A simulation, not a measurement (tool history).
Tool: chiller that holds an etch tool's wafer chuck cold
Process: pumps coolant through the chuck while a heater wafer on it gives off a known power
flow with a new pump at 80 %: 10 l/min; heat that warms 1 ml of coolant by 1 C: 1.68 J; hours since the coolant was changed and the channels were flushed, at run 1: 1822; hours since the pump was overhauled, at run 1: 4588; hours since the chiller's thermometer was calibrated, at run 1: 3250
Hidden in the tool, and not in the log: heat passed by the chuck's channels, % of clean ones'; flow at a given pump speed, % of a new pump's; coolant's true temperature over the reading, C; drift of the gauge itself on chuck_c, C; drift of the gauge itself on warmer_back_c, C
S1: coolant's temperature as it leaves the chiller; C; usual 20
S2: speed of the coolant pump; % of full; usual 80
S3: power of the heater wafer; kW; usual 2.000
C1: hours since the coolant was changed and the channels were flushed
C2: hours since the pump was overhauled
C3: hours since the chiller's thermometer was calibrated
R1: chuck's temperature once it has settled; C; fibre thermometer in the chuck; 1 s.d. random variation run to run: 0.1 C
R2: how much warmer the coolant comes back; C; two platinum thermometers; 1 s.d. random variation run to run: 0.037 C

| run | hour | S1 | S2 | S3 | C1 | C2 | C3 | R1 | R2 |
|---|---|---|---|---|---|---|---|---|---|
| 1 | 0.0 | 20 | 80 | 2.000 | 1822 | 4588 | 3250 | 39.1 | 7.16 |
| 2 | 112.6 | 20 | 80 | 2.000 | 1935 | 4701 | 3363 | 39.0 | 7.14 |
| 3 | 229.9 | 20 | 80 | 2.000 | 2052 | 4818 | 3480 | 39.2 | 7.27 |
| 4 | 337.3 | 20 | 80 | 2.000 | 2160 | 4925 | 3588 | 39.2 | 7.15 |
| 5 | 434.1 | 20 | 99 | 2.000 | 2256 | 5022 | 3684 | 36.1 | 5.90 |
| 6 | 538.3 | 20 | 99 | 2.000 | 2361 | 5126 | 3789 | 36.0 | 5.94 |
| 7 | 687.4 | 20 | 80 | 2.000 | 2510 | 5276 | 3938 | 39.3 | 7.27 |
| 8 | 761.2 | 20 | 92 | 2.000 | 2584 | 5349 | 4011 | 37.1 | 6.28 |
| 9 | 852.8 | 20 | 80 | 2.000 | 2675 | 5441 | 4103 | 39.3 | 7.28 |
| 10 | 990.8 | 20 | 80 | 2.000 | 2813 | 5579 | 4241 | 39.2 | 7.21 |
| 11 | 1090.3 | 20 | 80 | 2.000 | 2913 | 5678 | 4341 | 39.0 | 7.26 |
| 12 | 1216.1 | 20 | 80 | 2.000 | 3039 | 5804 | 4466 | 39.1 | 7.30 |
| 13 | 1279.2 | 20 | 80 | 2.000 | 3102 | 5867 | 4529 | 39.1 | 7.31 |
| 14 | 1379.4 | 20 | 80 | 2.000 | 3202 | 5968 | 4630 | 39.3 | 7.32 |
| 15 | 1523.0 | 20 | 80 | 2.000 | 3345 | 6111 | 4773 | 39.3 | 7.28 |
| 16 | 1659.1 | 21 | 80 | 2.000 | 3481 | 6247 | 4909 | 40.2 | 7.33 |
| 17 | 1812.5 | 15 | 92 | 2.672 | 3635 | 6401 | 5063 | 37.7 | 8.56 |
| 18 | 1879.0 | 16 | 99 | 1.933 | 3701 | 6467 | 5129 | 31.5 | 5.84 |
| 19 | 1979.1 | 16 | 72 | 1.933 | 3801 | 6567 | 5229 | 36.1 | 7.87 |
| 20 | 2122.2 | 16 | 72 | 1.933 | 3945 | 6710 | 5372 | 36.2 | 7.89 |
| 21 | 2224.6 | 29 | 75 | 1.292 | 4047 | 6813 | 5475 | 42.1 | 5.17 |
|  | 2258.9 | chiller's thermometer calibrated |
| 22 | 2317.0 | 13 | 80 | 1.246 | 4138 | 6904 | 58 | 25.0 | 4.69 |
| 23 | 2411.4 | 27 | 88 | 1.121 | 4233 | 6998 | 152 | 37.0 | 3.92 |
| 24 | 2486.2 | 11 | 72 | 1.087 | 4308 | 7073 | 227 | 22.3 | 4.64 |
| 25 | 2552.2 | 20 | 88 | 1.004 | 4374 | 7139 | 293 | 28.9 | 3.52 |
| 26 | 2695.6 | 26 | 75 | 1.811 | 4517 | 7283 | 437 | 44.2 | 7.15 |
| 27 | 2807.4 | 22 | 79 | 1.034 | 4629 | 7394 | 548 | 32.0 | 4.07 |
| 28 | 2948.8 | 28 | 73 | 1.994 | 4770 | 7536 | 690 | 48.6 | 8.09 |
| 29 | 3026.9 | 12 | 82 | 1.770 | 4848 | 7614 | 768 | 28.6 | 6.56 |
| 30 | 3130.6 | 20 | 80 | 2.348 | 4952 | 7718 | 872 | 42.5 | 8.78 |
| 31 | 3261.3 | 12 | 89 | 2.821 | 5083 | 7848 | 1002 | 36.7 | 9.48 |
| 32 | 3384.5 | 20 | 88 | 1.487 | 5206 | 7972 | 1126 | 33.2 | 5.19 |

Here are 4 independent what-if runs from the current tool condition. What would each one return?
| A | 3449.7 | 10 | 66 | 2.000 | 5271 | 8037 | 1191 | ? | ? |
| B | 3449.7 | 19 | 68 | 1.746 | 5271 | 8037 | 1191 | ? | ? |
| C | 3449.7 | 16 | 61 | 1.792 | 5271 | 8037 | 1191 | ? | ? |
| D | 3449.7 | 14 | 73 | 2.585 | 5271 | 8037 | 1191 | ? | ? |

| run | R1 | R2 |
|---|---|---|
| A | 32.7 | 8.97 |
| B | 38.1 | 7.70 |
| C | 37.8 | 8.69 |
| D | 40.8 | 10.48 |
With the hidden condition removed and each run's random variation left untouched, the same runs would have given:
| run | R1 | R2 |
|---|---|---|
| A | 32.7 | 8.58 |
| B | 38.1 | 7.31 |
| C | 37.7 | 8.30 |
| D | 40.8 | 10.08 |
